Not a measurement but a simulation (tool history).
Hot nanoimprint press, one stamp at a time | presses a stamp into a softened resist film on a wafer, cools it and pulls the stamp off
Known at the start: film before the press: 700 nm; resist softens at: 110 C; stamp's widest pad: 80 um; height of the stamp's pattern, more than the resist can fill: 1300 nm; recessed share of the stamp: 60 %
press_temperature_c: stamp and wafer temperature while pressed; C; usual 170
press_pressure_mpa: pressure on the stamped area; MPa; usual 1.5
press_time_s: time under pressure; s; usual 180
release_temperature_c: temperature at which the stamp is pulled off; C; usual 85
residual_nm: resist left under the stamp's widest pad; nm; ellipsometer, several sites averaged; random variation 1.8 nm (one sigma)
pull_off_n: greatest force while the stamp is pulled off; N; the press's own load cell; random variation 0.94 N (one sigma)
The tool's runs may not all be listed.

Run 1, hour 0: usual settings. Result: residual_nm 303.4 nm, pull_off_n 240.5 N.
Run 2, hour 6.1: usual settings but press_pressure_mpa 0.98 MPa. Result: residual_nm 358.8 nm, pull_off_n 242.7 N.
Run 3, hour 14.8: usual settings but press_pressure_mpa 0.98 MPa. Result: residual_nm 361.3 nm, pull_off_n 243.3 N.
Run 4, hour 26.5: usual settings but press_pressure_mpa 0.98 MPa. Result: residual_nm 355.7 nm, pull_off_n 246.8 N.
Run 5, hour 34.9: usual settings. Result: residual_nm 302.7 nm, pull_off_n 245 N.
Run 6, hour 43: usual settings but press_pressure_mpa 1.86 MPa. Result: residual_nm 276.8 nm, pull_off_n 246.3 N.
At hour 57.2: stamp cleaned and given a new release coat.
Run 7, hour 60.4: usual settings but press_pressure_mpa 1.86 MPa. Result: residual_nm 273.8 nm, pull_off_n 233.5 N.
Run 8, hour 68.5: usual settings but press_pressure_mpa 0.97 MPa, press_time_s 274 s, release_temperature_c 92 C. Result: residual_nm 311.2 nm, pull_off_n 225.8 N.
Run 9, hour 73.7: usual settings but press_pressure_mpa 0.97 MPa, press_time_s 274 s, release_temperature_c 92 C. Result: residual_nm 310.7 nm, pull_off_n 225.3 N.
Run 10, hour 81.6: usual settings but press_pressure_mpa 0.97 MPa, press_time_s 197 s, release_temperature_c 73 C. Result: residual_nm 350.2 nm, pull_off_n 256.2 N.
Run 11, hour 93.1: usual settings but press_temperature_c 164 C, press_pressure_mpa 1.9 MPa, press_time_s 197 s, release_temperature_c 73 C. Result: residual_nm 359.3 nm, pull_off_n 254.4 N.
Run 12, hour 104.9: usual settings but press_temperature_c 167 C, press_pressure_mpa 0.91 MPa, press_time_s 172 s, release_temperature_c 80 C. Result: residual_nm 432.2 nm, pull_off_n 245.4 N.
Run 13, hour 115.7: usual settings but press_temperature_c 161 C, press_pressure_mpa 0.91 MPa, press_time_s 172 s, release_temperature_c 84 C. Result: residual_nm 538.2 nm, pull_off_n 241.2 N.

Forecast each of these 4 alternatives for the next run:
Run A, hour 125.9: usual settings but press_temperature_c 161 C, press_pressure_mpa 0.91 MPa, press_time_s 304 s, release_temperature_c 84 C. Result: residual_nm ?, pull_off_n ?.
Run B, hour 125.9: usual settings but press_pressure_mpa 1.85 MPa. Result: residual_nm ?, pull_off_n ?.
Run C, hour 125.9: usual settings but press_time_s 106 s. Result: residual_nm ?, pull_off_n ?.
Run D, hour 125.9: usual settings but press_temperature_c 164 C, press_pressure_mpa 0.91 MPa, press_time_s 171 s, release_temperature_c 93 C. Result: residual_nm ?, pull_off_n ?.

run  residual_nm  pull_off_n
  A        471.1       242.3
  B        279.3         241
  C        368.4       240.8
  D        486.8       228.9
Without the tool's hidden state the same runs would have given:
run  residual_nm  pull_off_n
  A        447.6       234.2
  B        260.7         233
  C        347.4       232.8
  D          465       221.2

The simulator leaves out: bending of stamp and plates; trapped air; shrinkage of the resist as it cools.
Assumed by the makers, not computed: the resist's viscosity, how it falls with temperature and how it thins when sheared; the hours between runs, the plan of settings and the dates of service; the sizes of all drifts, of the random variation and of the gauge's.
